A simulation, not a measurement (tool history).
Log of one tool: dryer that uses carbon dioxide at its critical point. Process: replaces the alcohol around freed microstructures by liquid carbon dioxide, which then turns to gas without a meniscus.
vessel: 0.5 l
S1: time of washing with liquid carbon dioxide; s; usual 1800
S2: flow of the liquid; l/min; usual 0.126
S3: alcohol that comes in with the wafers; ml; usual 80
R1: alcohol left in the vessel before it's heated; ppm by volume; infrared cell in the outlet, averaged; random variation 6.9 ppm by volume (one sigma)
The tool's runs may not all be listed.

run	day	S1	S2	S3	R1
1	0	1800	0.126	80	370
2	2.192	1800	0.126	80	415
3	4.275	1800	0.126	73	428
4	6.112	1800	0.126	73	491
5	7.162	1800	0.126	73	509
6	9.212	1800	0.126	73	585
7	10.108	1800	0.126	73	631
8	11.346	1800	0.126	80	714
9	12.508	1800	0.11	80	1502
# day 14.217: inlet filter changed
10	14.404	1800	0.11	80	788
11	15.929	1800	0.11	80	880
12	17.942	1800	0.126	80	475
13	19.65	1800	0.126	80	518
14	21.142	1800	0.15	80	233
15	23.133	1800	0.15	80	259
16	24.858	1800	0.15	80	288
17	25.762	1800	0.15	80	308
18	27.488	1800	0.126	32	394
# day 28.571: inlet filter changed
19	28.571	1800	0.126	32	224
20	30.583	1440	0.126	32	575
21	31.792	1440	0.126	32	612
22	33.371	1440	0.126	32	674
23	35.321	2820	0.126	32	124
24	36.5	1800	0.213	80	117
25	37.833	1140	0.078	44	10083
26	39.817	1140	0.078	44	10860
27	40.996	1140	0.078	44	11485
# day 42.954: inlet filter changed
28	42.954	1140	0.078	44	8276
29	44.858	1140	0.17	30	436
30	46.554	1140	0.189	69	562
31	48.767	1140	0.189	69	616
32	50.525	1140	0.189	69	682
33	52.171	1500	0.126	71	1429
34	53.45	2400	0.161	23	146
35	55.604	2400	0.161	23	157
36	57.088	1920	0.089	88	3717
# day 57.404: inlet filter changed
37	58.938	1800	0.127	113	608
38	60.462	1800	0.127	113	705
39	62.479	1800	0.149	113	368
40	63.554	1800	0.201	81	177
41	65.517	2040	0.134	73	325
42	67.462	2640	0.202	99	175
43	68.538	2160	0.165	81	194
44	69.525	2160	0.165	81	190
45	71.304	1500	0.093	55	4534
# day 71.825: inlet filter changed
46	73.475	1500	0.126	66	1006
47	75.446	1860	0.188	21	184

Measured less the same run without the tool's hidden state. The same run-to-run variation is in both; the gauge's scatter may not be:
The hidden state here: flow that reaches the vessel past the clogged filter, %; alcohol in the recycled carbon dioxide, ppm; drift of the gauge itself on alcohol_ppm, %.
run	R1
1	+46
2	+96
3	+141
4	+192
5	+219
6	+290
7	+326
8	+393
9	+772
10	+73
11	+139
12	+154
13	+203
14	+139
15	+171
16	+197
17	+210
18	+255
19	+96
20	+144
21	+176
22	+224
23	+110
24	+110
25	+2123
26	+2710
27	+3096
28	+251
29	+162
30	+225
31	+291
32	+349
33	+665
34	+140
35	+150
36	+1959
37	+196
38	+263
39	+227
40	+165
41	+238
42	+166
43	+180
44	+186
45	+1994
46	+265
47	+180

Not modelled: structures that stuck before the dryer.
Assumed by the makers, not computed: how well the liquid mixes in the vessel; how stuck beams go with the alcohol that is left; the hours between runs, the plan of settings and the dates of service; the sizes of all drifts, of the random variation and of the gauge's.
